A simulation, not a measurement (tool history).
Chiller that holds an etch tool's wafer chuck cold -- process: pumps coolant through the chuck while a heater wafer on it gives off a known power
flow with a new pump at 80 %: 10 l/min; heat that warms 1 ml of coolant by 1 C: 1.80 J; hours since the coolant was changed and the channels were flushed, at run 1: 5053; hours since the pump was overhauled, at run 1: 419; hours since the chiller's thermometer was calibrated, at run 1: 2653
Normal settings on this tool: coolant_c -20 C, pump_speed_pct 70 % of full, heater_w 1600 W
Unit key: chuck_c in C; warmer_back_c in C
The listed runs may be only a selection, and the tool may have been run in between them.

run    hour  coolant_c  pump_speed_pct  heater_w  hours since the coolant was changed and the channels were flushed  hours since the pump was overhauled  hours since the chiller's thermometer was calibrated  chuck_c  warmer_back_c
  1     0.0        -20              70      1600                                                               5053                                  419                                                  2653     -6.0           6.26
       11.5  -- chiller's thermometer calibrated
  2    57.8        -20              70      1600                                                               5109                                  475                                                    46     -6.3           6.16
  3   133.2        -20              70      1696                                                               5185                                  551                                                   122     -5.5           6.59
  4   208.1        -20              70      1696                                                               5260                                  626                                                   197     -5.3           6.62
  5   285.4        -20              70      1696                                                               5337                                  703                                                   274     -5.5           6.58
  6   347.4        -20              70      1696                                                               5399                                  765                                                   336     -5.4           6.56
  7   391.2        -20              70      1696                                                               5443                                  809                                                   380     -5.4           6.57
  8   457.1        -20              70      1696                                                               5509                                  875                                                   446     -5.3           6.63
  9   505.9        -20              70      1696                                                               5557                                  923                                                   494     -5.3           6.56
 10   552.9        -20              70      1696                                                               5604                                  970                                                   541     -5.2           6.66
 11   588.0        -20              80      1600                                                               5640                                 1006                                                   577     -7.6           5.45
      596.3  -- coolant pump overhauled
 12   650.8        -20              80      1600                                                               5697                                   55                                                   634     -7.5           5.45
 13   726.1        -20              85      1600                                                               5773                                  130                                                   710     -8.2           5.15
 14   768.0        -20              70      1157                                                               5815                                  172                                                   752     -9.7           4.56
 15   824.2        -20              70      1157                                                               5871                                  228                                                   808     -9.8           4.63
 16   875.7        -20              66      1600                                                               5922                                  279                                                   859     -5.1           6.71
 17   909.5        -20              66      1600                                                               5956                                  313                                                   893     -5.1           6.77
 18   974.2        -20              66      1600                                                               6021                                  378                                                   958     -5.0           6.72
      997.7  -- coolant pump overhauled, once more
 19  1021.5        -29              70      1804                                                               6063                                   24                                                  1000    -13.4           6.94
 20  1083.9        -14              75      1377                                                               6125                                   86                                                  1062     -2.8           4.93
 21  1163.0        -14              75      1377                                                               6205                                  165                                                  1141     -2.9           4.89
 22  1209.6        -14              75      1627                                                               6251                                  212                                                  1188     -0.9           5.77
 23  1251.6        -14              75      1627                                                               6293                                  254                                                  1230     -0.7           5.85
 24  1310.7        -25              75      1466                                                               6352                                  313                                                  1289    -12.9           5.25
 25  1349.2        -25              75      1466                                                               6391                                  352                                                  1328    -12.8           5.25
 26  1401.7        -25              75      1466                                                               6443                                  404                                                  1380    -13.0           5.28
 27  1452.1        -25              75      1466                                                               6494                                  454                                                  1431    -12.9           5.31
 28  1488.7        -21              70      1600                                                               6530                                  491                                                  1467     -7.0           6.18
 29  1565.9        -20              78      1600                                                               6607                                  568                                                  1544     -7.1           5.57
 30  1615.5        -20              60       800                                                               6657                                  618                                                  1594    -12.0           3.62
 31  1687.9        -20              60       800                                                               6729                                  690                                                  1666    -11.9           3.67
 32  1731.9        -20              80       887                                                               6773                                  734                                                  1710    -12.9           3.00

Predict each of these 3 candidate next runs independently; none follows another, all start after run 32:
  A  1781.6        -20              80      2390                                                               6823                                  784                                                  1760        ?              ?
  B  1781.6        -20              98      1204                                                               6823                                  784                                                  1760        ?              ?
  C  1781.6        -20              90      1600                                                               6823                                  784                                                  1760        ?              ?

run  chuck_c  warmer_back_c
  A     -1.4           8.01
  B    -12.0           3.30
  C     -8.8           4.82
The same runs, with their run-to-run variation unchanged, on a tool lacking any hidden condition would have given:
run  chuck_c  warmer_back_c
  A     -2.8           7.91
  B    -12.7           3.26
  C     -9.7           4.75
